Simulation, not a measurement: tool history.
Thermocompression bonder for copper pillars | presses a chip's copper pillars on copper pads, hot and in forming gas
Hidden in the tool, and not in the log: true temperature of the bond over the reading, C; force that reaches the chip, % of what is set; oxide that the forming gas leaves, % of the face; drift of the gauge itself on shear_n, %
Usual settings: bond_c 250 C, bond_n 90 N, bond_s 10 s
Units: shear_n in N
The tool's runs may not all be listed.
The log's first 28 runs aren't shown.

run     day  bond_c  bond_n  bond_s  hours of work since the heater was calibrated  hours of work since the force cell was calibrated  hours of work since the gas filter was changed  shear_n
     40.996  -- heater calibrated with a thermocouple chip
 29  41.904     226      78      10                                             13                                               1682                                             277     67.2
     42.571  -- force cell calibrated
 30  44.138     275     108       9                                             45                                                 23                                             309    117.3
     45.329  -- forming gas filter changed
 31  45.567     275     108       9                                             66                                                 44                                               3    117.8
 32  47.212     262     107      14                                             90                                                 68                                              28    119.3
 33  48.583     271      83      21                                            110                                                 88                                              48    122.0
 34  49.942     274      59      10                                            130                                                108                                              68     84.1
 35  51.404     274      59      10                                            152                                                129                                              89     83.7
 36  53.379     274      59      10                                            181                                                158                                             118     83.7
     54.562  -- gauge calibrated
 37  55.479     221      62      18                                            211                                                189                                             149     65.9
 38  57.462     221      62      18                                            241                                                218                                             178     65.7
 39  58.921     221      62      18                                            262                                                240                                             200     65.3

Forecast each of these 4 alternatives for the next run:
  A  60.567     250      70      12                                            286                                                264                                             224        ?
  B  60.567     261     101      17                                            286                                                264                                             224        ?
  C  60.567     279      55      10                                            286                                                264                                             224        ?
  D  60.567     227     124      18                                            286                                                264                                             224        ?

run  shear_n
  A     84.2
  B    121.8
  C     84.2
  D    112.6
Without the tool's hidden state the same runs would have given:
run  shear_n
  A     84.7
  B    122.6
  C     84.7
  D    113.3
